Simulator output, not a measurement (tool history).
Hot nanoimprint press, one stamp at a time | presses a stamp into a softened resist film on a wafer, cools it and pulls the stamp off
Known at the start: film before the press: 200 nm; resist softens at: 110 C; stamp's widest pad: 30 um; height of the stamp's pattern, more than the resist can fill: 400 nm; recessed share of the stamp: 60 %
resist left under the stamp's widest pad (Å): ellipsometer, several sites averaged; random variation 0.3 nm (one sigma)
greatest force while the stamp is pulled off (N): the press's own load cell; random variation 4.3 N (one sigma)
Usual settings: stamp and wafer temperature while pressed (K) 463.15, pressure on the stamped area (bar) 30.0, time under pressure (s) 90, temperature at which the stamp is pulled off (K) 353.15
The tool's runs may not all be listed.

run,day,stamp and wafer temperature while pressed (K),pressure on the stamped area (bar),time under pressure (s),temperature at which the stamp is pulled off (K),resist left under the stamp's widest pad (Å),greatest force while the stamp is pulled off (N)
1,0.000,463.15,30.0,90,353.15,1007,264
2,0.692,463.15,30.0,90,353.15,1014,282
3,1.246,463.15,30.0,90,341.15,1013,329
4,1.700,463.15,22.5,90,341.15,1133,336
5,2.196,463.15,22.5,90,341.15,1134,341
6,2.521,463.15,22.5,90,341.15,1132,337
7,3.104,463.15,22.5,107,341.15,1072,340
8,3.408,463.15,22.5,107,341.15,1074,336
9,3.742,456.15,30.0,90,353.15,1192,281
10,4.096,456.15,30.0,90,353.15,1187,291
11,4.450,456.15,30.0,90,353.15,1193,299
12,4.992,456.15,30.0,90,353.15,1192,287
13,5.654,456.15,30.0,90,353.15,1193,293
14,6.258,461.15,30.0,90,353.15,1065,286
15,6.850,463.15,30.0,90,353.15,1017,299
16,7.233,463.15,30.0,90,353.15,1016,306
# day 7.583: stamp cleaned and given a new release coat
17,8.050,463.15,30.0,90,353.15,1016,219
18,8.542,463.15,30.0,90,353.15,1026,220
19,9.042,471.15,27.0,154,353.15,716,212
20,9.704,463.15,30.0,90,350.15,1019,232
21,10.396,463.15,18.5,90,354.15,1223,215
22,10.754,463.15,18.5,90,354.15,1222,216
23,11.075,471.15,18.5,90,341.15,1039,263
24,11.579,464.15,46.1,115,340.15,755,276
25,12.146,464.15,46.1,115,340.15,757,277
26,12.696,464.15,46.1,115,340.15,754,284
27,13.321,456.15,45.4,84,349.15,1054,242
28,13.929,463.15,30.0,90,338.15,1027,281
29,14.421,463.15,34.2,90,342.15,975,272

Some steps in resist left under the stamp's widest pad (Å) between neighbouring runs. How much of each would the tool show without its hidden state too (settings, what came in, random variation), and how much is left for the hidden state, with any gauge scatter that isn't in both results?
The hidden state here: true temperature over the reading, C; pressure that arrives at the usual setting, %; grip of the stamp's worn release coat, % over a new coat's; drift of the gauge itself on residual_nm, %; drift of the gauge itself on pull_off_n, %.
Run 18 -> 19: stamp and wafer temperature while pressed (K) 463.15 -> 471.15, pressure on the stamped area (bar) 30.0 -> 27.0, time under pressure (s) 90 -> 154. resist left under the stamp's widest pad (Å) -310: hidden state -7, all else -303.
Run 19 -> 20: stamp and wafer temperature while pressed (K) 471.15 -> 463.15, pressure on the stamped area (bar) 27.0 -> 30.0, time under pressure (s) 154 -> 90, temperature at which the stamp is pulled off (K) 353.15 -> 350.15. resist left under the stamp's widest pad (Å) +303: hidden state +7, all else +296.
Run 26 -> 27: stamp and wafer temperature while pressed (K) 464.15 -> 456.15, pressure on the stamped area (bar) 46.1 -> 45.4, time under pressure (s) 115 -> 84, temperature at which the stamp is pulled off (K) 340.15 -> 349.15. resist left under the stamp's widest pad (Å) +300: hidden state +10, all else +290.
